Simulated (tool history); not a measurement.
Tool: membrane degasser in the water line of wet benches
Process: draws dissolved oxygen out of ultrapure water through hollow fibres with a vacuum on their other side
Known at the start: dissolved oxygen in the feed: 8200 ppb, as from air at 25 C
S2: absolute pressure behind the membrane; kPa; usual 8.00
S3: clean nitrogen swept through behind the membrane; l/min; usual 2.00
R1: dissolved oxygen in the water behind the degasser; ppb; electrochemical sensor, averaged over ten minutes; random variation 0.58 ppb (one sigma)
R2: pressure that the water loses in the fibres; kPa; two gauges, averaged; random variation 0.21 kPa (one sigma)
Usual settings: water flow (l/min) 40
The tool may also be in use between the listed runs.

Run 1, hour 0.0: usual settings. Result: R1 215.8 ppb, R2 47.73 kPa.
Run 2, hour 132.7: usual settings. Result: R1 215.1 ppb, R2 48.03 kPa.
Run 3, hour 292.3: usual settings but S3 3.68 l/min. Result: R1 127.6 ppb, R2 47.81 kPa.
Run 4, hour 509.6: usual settings but S3 3.68 l/min. Result: R1 127.0 ppb, R2 48.06 kPa.
Run 5, hour 771.4: usual settings but S3 3.68 l/min. Result: R1 127.3 ppb, R2 48.07 kPa.
Run 6, hour 983.1: usual settings but S3 3.68 l/min. Result: R1 127.7 ppb, R2 48.03 kPa.
At hour 1199.8: vacuum gauge calibrated.
Run 7, hour 1283.2: usual settings but S3 3.68 l/min. Result: R1 128.0 ppb, R2 47.93 kPa.
Run 8, hour 1575.9: usual settings but water flow (l/min) 34. Result: R1 187.9 ppb, R2 41.14 kPa.
At hour 1737.9: vacuum gauge calibrated, once more.
Run 9, hour 1870.9: usual settings but water flow (l/min) 34. Result: R1 185.1 ppb, R2 40.92 kPa.
Run 10, hour 2056.0: usual settings but water flow (l/min) 41, S2 5.90 kPa, S3 4.04 l/min. Result: R1 70.9 ppb, R2 49.62 kPa.

Forecast run 11:
At hour 2171.8: seals of the vacuum lines changed.
Run 11, hour 2210.9: usual settings but water flow (l/min) 41, S2 15.04 kPa, S3 3.09 l/min. Result: R1 ?, R2 ?.

Run 11 gave R1 355.0 ppb, R2 49.62 kPa.
Without the tool's hidden state the same run would have given R1 353.8 ppb, R2 48.71 kPa.

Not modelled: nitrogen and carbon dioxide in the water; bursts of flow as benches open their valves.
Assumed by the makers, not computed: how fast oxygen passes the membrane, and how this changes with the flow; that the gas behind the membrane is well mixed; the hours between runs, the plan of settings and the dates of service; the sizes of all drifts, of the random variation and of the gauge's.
